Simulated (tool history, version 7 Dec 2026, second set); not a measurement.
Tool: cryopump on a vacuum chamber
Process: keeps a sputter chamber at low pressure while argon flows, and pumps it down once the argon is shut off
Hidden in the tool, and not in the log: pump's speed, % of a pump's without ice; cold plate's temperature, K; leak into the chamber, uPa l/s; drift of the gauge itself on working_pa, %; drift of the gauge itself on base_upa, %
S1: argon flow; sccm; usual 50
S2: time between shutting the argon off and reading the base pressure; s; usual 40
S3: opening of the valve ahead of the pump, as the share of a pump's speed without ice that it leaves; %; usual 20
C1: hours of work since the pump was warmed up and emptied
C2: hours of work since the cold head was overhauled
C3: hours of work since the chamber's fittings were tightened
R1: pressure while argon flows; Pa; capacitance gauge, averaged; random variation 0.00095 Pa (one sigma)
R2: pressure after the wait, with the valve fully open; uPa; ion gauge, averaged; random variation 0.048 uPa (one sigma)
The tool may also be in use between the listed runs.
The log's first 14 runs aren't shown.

run     day  S1   S2  S3   C1   C2   C3      R1    R2
 15   8.912  50   24  20  167  715  432  0.3397  5.35
 16   9.421  50   40  42  178  726  442  0.1641  3.40
 17  10.225  50   40  24  194  743  459  0.2831  3.40
 18  10.900  30   74  20  208  757  473  0.2044  2.20
 19  11.583  28   28  46  222  771  487  0.0849  4.75
 20  12.283  97  229  19  237  785  502  0.6971  1.00
 21  12.933  31   40  20  250  799  515  0.2118  3.44
 22  13.538  50  181  20  263  811  528  0.3417  1.19
 23  14.254  74   24  24  278  826  543  0.4254  5.43
 24  14.712  74   24  24  287  836  552  0.4252  5.49
 25  15.479  74  223  20  303  851  568  0.5040  1.09
 26  16.100  36   30  20  316  864  581  0.2466  4.56
 27  16.604  36   30  20  326  875  591  0.2468  4.59
 28  17.279  49   25  19  340  889  605  0.3537  5.31
 29  17.983  23   54  20  355  903  620  0.1581  2.63
 30  18.542  56  139  20  367  915  631  0.3850  1.47
 31  19.167  56  139  20  379  928  644  0.3868  1.43
 32  19.812  26   40  20  393  941  658  0.1802  3.46

The next listed run, before its measurement:
 33  20.188  24  40  20  401  949  666   ?   ?

{"run 33": {"R1": 0.1662, "R2": 3.59}}
Without the tool's hidden state the same run would have given R1 0.1605 Pa, R2 3.20 uPa.

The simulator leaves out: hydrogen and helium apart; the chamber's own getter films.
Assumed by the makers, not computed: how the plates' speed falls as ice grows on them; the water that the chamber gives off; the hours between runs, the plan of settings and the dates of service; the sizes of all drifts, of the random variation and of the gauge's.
